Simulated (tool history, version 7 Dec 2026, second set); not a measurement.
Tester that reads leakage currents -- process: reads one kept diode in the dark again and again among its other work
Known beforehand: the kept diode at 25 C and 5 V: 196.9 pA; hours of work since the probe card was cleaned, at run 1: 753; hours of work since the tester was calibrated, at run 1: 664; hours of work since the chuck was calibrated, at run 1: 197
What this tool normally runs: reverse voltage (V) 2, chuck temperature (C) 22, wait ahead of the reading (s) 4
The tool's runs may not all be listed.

run   hour  reverse voltage (V)  chuck temperature (C)  wait ahead of the reading (s)  hours of work since the probe card was cleaned  hours of work since the tester was calibrated  hours of work since the chuck was calibrated  current that the tester gives (pA)
  1      0                    2                     22                              4                                             753                                            664                                           197                              109.45
  2   35.2                    2                     22                              4                                             767                                            679                                           212                              109.08
  3   63.9                    2                     22                              4                                             780                                            691                                           224                              108.99
  4  103.9                    2                     22                              4                                             796                                            708                                           241                              108.78
  5  137.2                    2                     22                              4                                             811                                            722                                           255                              108.99
  6  165.8                    2                     22                              4                                             823                                            734                                           267                              108.16
  7  192.1                    2                     22                              4                                             834                                            745                                           278                              108.62
  8  222.6                 2.04                     27                           0.45                                             847                                            758                                           291                              174.38
  9  245.5                 2.04                     27                           0.45                                             856                                            768                                           301                               174.3
 10  285.2                 2.04                     27                           0.45                                             873                                            785                                           317                              174.17
 11  315.8                 2.04                     27                           0.45                                             886                                            798                                           330                              173.61
 12  338.8                    2                     56                           1.02                                             896                                            807                                           340                                1976
 13  367.8                    2                     36                              4                                             908                                            820                                           352                              384.84
 14  415.9                    2                     37                           0.38                                             928                                            840                                           373                              418.51

5 options for the next run, each taken on its own from the tool as it stands now. Forecast them:
  A  447.1                16.83                     37                           4.44                                             942                                            853                                           386                                   ?
  B  447.1                    2                     22                           7.81                                             942                                            853                                           386                                   ?
  C  447.1                 5.74                     28                           2.48                                             942                                            853                                           386                                   ?
  D  447.1                 15.6                     20                           0.38                                             942                                            853                                           386                                   ?
  E  447.1                 6.63                     37                           0.38                                             942                                            853                                           386                                   ?

run  current that the tester gives (pA)
  A                              849.65
  B                              107.18
  C                               267.9
  D                              194.17
  E                              627.94
With the hidden condition removed and each run's random variation left untouched, the same runs would have given:
run  current that the tester gives (pA)
  A                              863.35
  B                              109.44
  C                              272.36
  D                              186.04
  E                              643.66
